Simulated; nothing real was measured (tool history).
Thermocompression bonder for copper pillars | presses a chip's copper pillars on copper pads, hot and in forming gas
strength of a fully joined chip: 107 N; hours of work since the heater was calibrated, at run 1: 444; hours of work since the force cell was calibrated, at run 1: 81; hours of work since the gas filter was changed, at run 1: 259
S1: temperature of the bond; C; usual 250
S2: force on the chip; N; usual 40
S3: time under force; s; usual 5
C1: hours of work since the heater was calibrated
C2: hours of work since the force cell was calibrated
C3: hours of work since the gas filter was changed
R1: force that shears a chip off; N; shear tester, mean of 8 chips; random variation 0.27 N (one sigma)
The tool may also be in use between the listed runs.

run,hour,S1,S2,S3,C1,C2,C3,R1
1,0.0,250,40,5,444,81,259,66.0
2,5.1,250,40,5,447,84,261,66.0
3,14.4,250,40,5,452,89,267,66.6
4,22.6,250,40,5,457,94,271,66.6
5,29.9,250,40,5,461,98,275,66.3
6,38.9,250,40,5,466,103,280,66.1
7,45.7,250,40,5,470,107,284,66.7
8,51.9,250,40,5,473,110,287,66.4
9,55.8,250,40,5,475,112,290,66.6
10,63.0,250,40,5,479,116,293,66.6
11,70.0,250,40,5,483,120,297,66.9
12,76.4,250,40,5,487,124,301,66.3
13,82.9,243,53,4,490,127,304,69.2
14,87.1,243,53,4,493,130,307,69.5
15,92.3,264,55,6,495,132,310,89.2
16,96.9,264,55,6,498,135,312,89.5
17,105.6,243,35,7,503,140,317,63.6
18,110.6,243,35,7,505,143,320,63.3
19,116.0,260,41,7,508,145,323,79.2
20,124.7,250,37,5,513,150,328,63.5
21,130.0,260,54,5,516,153,330,83.1
22,134.9,241,40,5,519,156,333,61.4
23,144.5,241,40,5,524,161,338,61.1
24,153.8,241,40,5,529,166,344,61.2

5 ways to go on from here, each from the tool as it stands after run 24. What would each give?
A,161.3,257,49,3,533,170,348,?
B,161.3,273,40,5,533,170,348,?
C,161.3,267,40,5,533,170,348,?
D,161.3,265,45,9,533,170,348,?
E,161.3,231,40,5,533,170,348,?

run,R1
A,69.4
B,78.6
C,75.9
D,89.5
E,55.6
Without the tool's hidden state the same runs would have given:
run,R1
A,69.5
B,78.8
C,76.1
D,89.7
E,55.6

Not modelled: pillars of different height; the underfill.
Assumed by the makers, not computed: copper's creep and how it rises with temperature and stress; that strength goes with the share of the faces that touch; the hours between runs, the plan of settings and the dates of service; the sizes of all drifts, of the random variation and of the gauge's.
